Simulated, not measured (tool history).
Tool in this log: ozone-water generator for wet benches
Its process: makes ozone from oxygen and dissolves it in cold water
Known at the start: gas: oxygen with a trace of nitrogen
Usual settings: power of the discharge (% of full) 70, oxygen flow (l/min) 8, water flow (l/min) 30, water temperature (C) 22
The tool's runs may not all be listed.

| run | hour | power of the discharge (% of full) | oxygen flow (l/min) | water flow (l/min) | water temperature (C) | dissolved ozone (ppm) | ozone in the gas ahead of the water (g/m3) |
|---|---|---|---|---|---|---|---|
| 1 | 0 | 70 | 8 | 30 | 22 | 22.2 | 191.5 |
| 2 | 184.5 | 70 | 8 | 20 | 22 | 29 | 194.2 |
| 3 | 353.8 | 70 | 8 | 31 | 22 | 21.6 | 192 |
| 4 | 519.6 | 59 | 8 | 30 | 22 | 18.8 | 165 |
| 5 | 744.8 | 61 | 8 | 30 | 22 | 19.2 | 170.4 |
| 6 | 927.1 | 42 | 8 | 30 | 22 | 13.8 | 120.5 |
| 7 | 1022.8 | 70 | 8 | 30 | 22 | 22.3 | 192.8 |
| 8 | 1215.3 | 70 | 8 | 30 | 22 | 22.1 | 193.4 |
| 9 | 1363.7 | 70 | 8 | 30 | 22 | 22 | 192.8 |
| 10 | 1461.5 | 70 | 8 | 30 | 22 | 22.2 | 194.3 |
| 11 | 1643.8 | 70 | 8 | 27 | 22 | 23.8 | 193.5 |
| 12 | 1759.4 | 70 | 8 | 27 | 22 | 23.6 | 192.5 |
| 13 | 1960.4 | 70 | 8 | 27 | 22 | 23.7 | 191.3 |
| 14 | 2076.6 | 70 | 8 | 27 | 22 | 23.8 | 191.9 |
| 15 | 2294.4 | 70 | 8 | 27 | 19 | 24.8 | 191.8 |
| 16 | 2427.3 | 70 | 8 | 27 | 19 | 25 | 191.8 |
| 17 | 2595.3 | 80 | 6.8 | 43 | 18 | 18.9 | 242.1 |
|  | 2759.2 | water thermometer calibrated |
| 18 | 2761.5 | 94 | 8 | 26 | 22 | 32.3 | 250.8 |
| 19 | 2972.2 | 93 | 4.8 | 41 | 25 | 21.5 | 347.1 |
| 20 | 3190 | 96 | 11.71 | 38 | 30 | 19.9 | 201.1 |
| 21 | 3407.9 | 48 | 14.38 | 22 | 24 | 15.8 | 92.2 |
| 22 | 3531.6 | 70 | 8.08 | 30 | 22 | 21.8 | 192.7 |
|  | 3548 | contactor cleaned |
| 23 | 3639.5 | 70 | 4.83 | 22 | 27 | 27.2 | 268.8 |
| 24 | 3795.3 | 70 | 11.28 | 21 | 22 | 25.7 | 153.3 |
| 25 | 3948.5 | 71 | 6.93 | 41 | 20 | 17.5 | 214.9 |
| 26 | 4161.7 | 70 | 8 | 30 | 20 | 22.7 | 193 |
| 27 | 4268.2 | 70 | 10.47 | 24 | 22 | 24.5 | 159.3 |

3 options for the next run, each taken on its own from the tool as it stands now. Forecast them:
| A | 4410.2 | 70 | 8 | 30 | 14 | ? | ? |
| B | 4410.2 | 51 | 12.27 | 38 | 22 | ? | ? |
| C | 4410.2 | 55 | 10.47 | 24 | 22 | ? | ? |

| run | dissolved ozone (ppm) | ozone in the gas ahead of the water (g/m3) |
|---|---|---|
| A | 24.7 | 192.9 |
| B | 12.9 | 108.2 |
| C | 19.4 | 129.9 |
What these runs would have given with no unlogged condition in the tool:
| run | dissolved ozone (ppm) | ozone in the gas ahead of the water (g/m3) |
|---|---|---|
| A | 24.7 | 193.1 |
| B | 12.9 | 108.3 |
| C | 19.4 | 130 |

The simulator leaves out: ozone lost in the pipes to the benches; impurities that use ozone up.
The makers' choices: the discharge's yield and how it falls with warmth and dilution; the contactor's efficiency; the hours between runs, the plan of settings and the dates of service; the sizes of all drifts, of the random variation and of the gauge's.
